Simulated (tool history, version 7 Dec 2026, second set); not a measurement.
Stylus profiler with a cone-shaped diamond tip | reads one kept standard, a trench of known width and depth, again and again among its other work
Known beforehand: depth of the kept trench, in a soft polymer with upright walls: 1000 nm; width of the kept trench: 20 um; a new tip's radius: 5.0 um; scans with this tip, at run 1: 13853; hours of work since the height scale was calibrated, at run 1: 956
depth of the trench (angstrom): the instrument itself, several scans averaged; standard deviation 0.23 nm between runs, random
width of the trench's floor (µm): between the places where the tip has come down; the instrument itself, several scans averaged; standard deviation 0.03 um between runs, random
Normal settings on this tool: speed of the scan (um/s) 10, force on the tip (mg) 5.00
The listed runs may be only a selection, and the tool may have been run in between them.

run,hour,speed of the scan (um/s),force on the tip (mg),scans with this tip,hours of work since the height scale was calibrated,depth of the trench (angstrom),width of the trench's floor (µm)
1,0.0,10,5.00,13853,956,10136.2,12.00
2,93.0,10,5.00,14830,1024,10133.3,11.93
3,179.8,10,5.00,15742,1086,10129.5,11.84
4,266.2,10,5.00,16650,1149,10130.5,11.73
5,342.1,10,5.00,17447,1204,10130.8,11.63
6,409.9,10,5.00,18159,1253,10128.3,11.54
# hour 418.0: height scale calibrated on a step standard
7,494.1,7,5.00,19039,55,10119.5,11.44
8,554.1,7,5.00,19669,99,10118.5,11.41
9,650.5,10,5.00,20682,169,10119.4,11.25
10,713.5,10,5.00,21343,214,10115.4,11.24
# hour 790.7: height scale calibrated on a step standard, once more
11,790.7,10,5.00,22149,0,10159.0,11.14
12,854.3,32,6.76,22818,46,10192.0,11.04
13,952.8,32,6.76,23852,118,10191.2,10.88
14,1036.5,16,2.88,24733,178,10106.6,10.84
15,1134.0,16,2.88,25756,249,10105.6,10.71
16,1229.6,4,14.34,26761,318,10311.6,10.75
17,1271.1,32,12.44,27198,348,10283.4,10.62
18,1355.6,20,3.51,28085,410,10116.1,10.55
19,1451.6,20,3.51,29094,479,10119.0,10.35
20,1521.7,3,12.83,29830,530,10288.1,10.42
21,1604.4,3,12.83,30699,590,10283.8,10.33
22,1682.0,14,5.09,31514,646,10146.6,10.20

Results for each run, recomputed without the tool's hidden state and with each run's random variation untouched:
Hidden state at play: radius of the tip, um; height scale over the true one, %; drift of the gauge itself on depth_nm, %; drift of the gauge itself on floor_um, %.
run,depth of the trench (angstrom),width of the trench's floor (µm)
1,10159.7,13.96
2,10158.3,13.99
3,10155.9,14.01
4,10158.2,13.98
5,10159.6,13.97
6,10158.1,13.96
7,10157.9,13.96
8,10157.7,13.99
9,10160.1,13.94
10,10157.1,13.99
11,10159.3,13.98
12,10193.4,13.95
13,10194.1,13.89
14,10110.7,13.94
15,10111.2,13.91
16,10318.9,14.04
17,10291.3,13.95
18,10125.1,13.97
19,10129.5,13.87
20,10299.9,14.01
21,10296.9,14.00
22,10160.7,13.94
